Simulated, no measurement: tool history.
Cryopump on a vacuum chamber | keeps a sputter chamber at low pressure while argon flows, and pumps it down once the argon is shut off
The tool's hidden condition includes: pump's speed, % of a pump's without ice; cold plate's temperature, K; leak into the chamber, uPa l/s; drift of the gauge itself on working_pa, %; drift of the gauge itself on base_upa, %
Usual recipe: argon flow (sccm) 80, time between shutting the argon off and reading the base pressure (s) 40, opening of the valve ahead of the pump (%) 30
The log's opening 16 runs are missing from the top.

run	hour	argon flow (sccm)	time between shutting the argon off and reading the base pressure (s)	opening of the valve ahead of the pump (%)	hours of work since the pump was warmed up and emptied	hours of work since the cold head was overhauled	hours of work since the chamber's fittings were tightened	pressure while argon flows (Pa)	pressure after the wait (uPa)
17	223.4	105	252	16	307	307	1088	0.7603	1.98
18	233.9	56	28	16	316	316	1097	0.4081	3.92
19	247.4	158	89	30	327	327	1108	0.6169	2.4
20	266.8	80	140	60	343	343	1124	0.1612	2.22
21	285.9	80	140	60	359	359	1140	0.1617	2.28
22	295	34	122	25	367	367	1148	0.1599	2.26
23	314.9	122	122	25	384	384	1165	0.5734	2.36
24	328.5	55	122	21	395	395	1176	0.3093	2.36
25	343.4	80	40	25	408	408	1189	0.3764	3.45

Predict the results of run 26:
26	363.9	46	110	29	425	425	1206	?	?

pressure while argon flows (Pa): 0.19
pressure after the wait (uPa): 2.52
Had the tool carried no hidden state, the very same run would have given pressure while argon flows (Pa) 0.1834, pressure after the wait (uPa) 0.76.
